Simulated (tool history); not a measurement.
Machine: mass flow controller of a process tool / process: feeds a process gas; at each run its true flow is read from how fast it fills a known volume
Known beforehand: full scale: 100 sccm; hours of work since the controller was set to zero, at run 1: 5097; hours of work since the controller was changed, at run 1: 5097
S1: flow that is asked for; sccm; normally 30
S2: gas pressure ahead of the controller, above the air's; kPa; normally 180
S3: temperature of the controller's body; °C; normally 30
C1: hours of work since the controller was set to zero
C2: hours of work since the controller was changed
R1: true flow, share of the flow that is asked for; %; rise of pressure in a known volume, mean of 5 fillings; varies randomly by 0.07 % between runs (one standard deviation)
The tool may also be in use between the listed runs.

run      day  S1   S2  S3    C1    C2      R1
  1        0  30  180  30  5097  5097  101.93
  2   14.838  30  180  30  5315  5315  101.98
  3     24.5  30  180  30  5457  5457  102.23
  4   38.504  30  180  30  5663  5663  102.29
  5   53.167  30  180  30  5878  5878   102.5
  6   66.688  30  180  30  6077  6077  102.68
  7   79.879  30  144  30  6271  6271   102.9
  8   93.108  30  180  29  6465  6465  103.04
  9  101.154  30  180  30  6583  6583  102.99
 10  117.596  30  180  30  6825  6825  103.24
     126.825  -- controller's zero set anew
 11  132.688  81  180  30    86  7046  102.32
 12  140.162  81  180  30   196  7156  102.27
 13  154.921  81  180  30   413  7373  102.56
 14  171.996  81  180  30   664  7623  102.37
     178.758  -- controller's zero set anew, once more
 15  183.492  81  180  30    70  7792   100.4
 16  197.883  81  180  30   281  8003  100.66
 17  207.338  30  207  30   420  8142   99.41
     208.712  -- controller exchanged for a calibrated one
 18  223.096  87  180  30   211   211   99.63
 19  233.879  44  241  30   370   370   98.31
 20  243.083  44  241  30   505   505   98.33
 21  255.967  15  155  27   694   694   98.85
 22   267.65  16  144  30   866   866   98.79
 23  283.967  93  144  27  1105  1105  100.34
 24  295.308  93  172  27  1272  1272  100.24
 25  310.675  42  219  25  1498  1498   99.21
 26  320.329  30  203  22  1639  1639   99.47
 27  333.333  30  203  22  1830  1830   99.55
 28  349.654  19  164  32  2070  2070   99.94
 29  363.058  30  203  25  2267  2267   99.82
 30  378.788  30  180  24  2498  2498   99.94
 31  393.167  40  198  33  2709  2709   99.64
 32  406.288  33  208  26  2902  2902  100.03
 33  421.129  30  141  30  3120  3120  100.43
 34  429.088  30  141  30  3237  3237  100.55
 35  445.654  23  191  30  3480  3480  100.95
 36  458.521  23  191  30  3669  3669  100.96

For some of the steps in R1 from one run to the next: how much would appear even if the tool had no hidden state, given the settings, what came in and random variation, and how much remains for the hidden state plus any gauge scatter that the measured result and the result without hidden state don't share?
The tool's hidden condition here consists of: flow at rest that the sensor doesn't see, % of full scale; true flow over the shown one, %; drift of the gauge itself on true_pct, %.
Run 10 -> 11: S1 30 -> 81, controller's zero set anew. R1 -0.92 %: hidden state -2.22, all else +1.3.
Run 14 -> 15: controller's zero set anew, once more. R1 -1.97 %: hidden state -2.06, all else +0.09.
Run 17 -> 18: S1 30 -> 87, S2 207 -> 180, controller exchanged for a calibrated one. R1 +0.22 %: hidden state -1.38, all else +1.6.
Run 18 -> 19: S1 87 -> 44, S2 180 -> 241. R1 -1.32 %: hidden state +0.15, all else -1.47.
Run 22 -> 23: S1 16 -> 93, S3 30 -> 27. R1 +1.55 %: hidden state -0.78, all else +2.33.

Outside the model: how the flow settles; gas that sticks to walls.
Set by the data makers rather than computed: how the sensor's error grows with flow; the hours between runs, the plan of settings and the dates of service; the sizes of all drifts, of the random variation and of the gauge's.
